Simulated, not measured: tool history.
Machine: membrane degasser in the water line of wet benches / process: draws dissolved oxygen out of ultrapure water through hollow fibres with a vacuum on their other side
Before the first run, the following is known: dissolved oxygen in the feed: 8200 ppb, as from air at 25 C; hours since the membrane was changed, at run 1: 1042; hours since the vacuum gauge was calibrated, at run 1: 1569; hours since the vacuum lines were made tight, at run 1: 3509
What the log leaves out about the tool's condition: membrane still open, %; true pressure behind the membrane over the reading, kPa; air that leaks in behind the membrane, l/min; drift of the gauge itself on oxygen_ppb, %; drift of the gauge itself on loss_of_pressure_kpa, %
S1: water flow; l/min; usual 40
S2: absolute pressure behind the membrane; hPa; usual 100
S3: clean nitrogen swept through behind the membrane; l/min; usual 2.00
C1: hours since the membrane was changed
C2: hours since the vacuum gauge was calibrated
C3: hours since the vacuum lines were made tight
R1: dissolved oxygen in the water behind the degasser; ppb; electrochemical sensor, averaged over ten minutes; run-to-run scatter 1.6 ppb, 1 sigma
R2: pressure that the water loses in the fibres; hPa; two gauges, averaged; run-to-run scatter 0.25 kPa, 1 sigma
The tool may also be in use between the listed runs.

run     day  S1   S2    S3    C1    C2    C3     R1     R2
  1   0.000  40  100  2.00  1042  1569  3509  303.2  686.0
  2   2.379  40  100  2.00  1099  1626  3566  301.8  683.7
  3   5.604  40  100  2.00  1176  1703  3643  304.2  689.5
  4   8.275  40  100  1.91  1240  1767  3707  316.8  688.9
  5  12.046  40  100  2.00  1331  1858  3798  304.9  684.6
  6  15.583  40  100  2.00  1416  1943  3883  308.8  687.4
  7  19.138  40  100  2.00  1501  2028  3968  307.4  686.8
  8  21.575  40  100  2.00  1559  2087  4027  305.4  687.8
  9  24.129  40  100  2.00  1621  2148  4088  307.8  687.9
 10  27.542  40  100  2.00  1703  2230  4170  307.7  690.3
 11  30.525  40  100  2.00  1774  2301  4241  306.5  691.8
 12  32.646  40  153  2.00  1825  2352  4292  520.0  695.5
 13  35.562  40  153  2.00  1895  2422  4362  526.6  687.0
 14  37.917  40  153  2.00  1952  2479  4419  525.5  691.6
 15  40.817  40  153  1.96  2021  2548  4488  535.1  693.7
 16  44.579  40  153  1.96  2112  2639  4579  531.4  688.0
 17  47.325  48  100  3.48  2177  2705  4645  229.1  829.5
 18  50.158  35   81  1.75  2245  2773  4713  225.5  604.0
 19  53.142  35   81  1.75  2317  2844  4784  224.9  605.5
 20  55.600  30  208  4.00  2376  2903  4843  312.1  517.6
 21  57.188  25   71  2.00  2414  2941  4881  119.4  427.1

Predict the results of run 22:
 22  59.517  48  126  3.68  2470  2997  4937   ?   ?

{"run 22": {"R1": 294.7, "R2": 828.8}}
With the hidden condition absent and the run-to-run variation left alone, this run would have shown R1 285.4 ppb, R2 821.7 hPa.
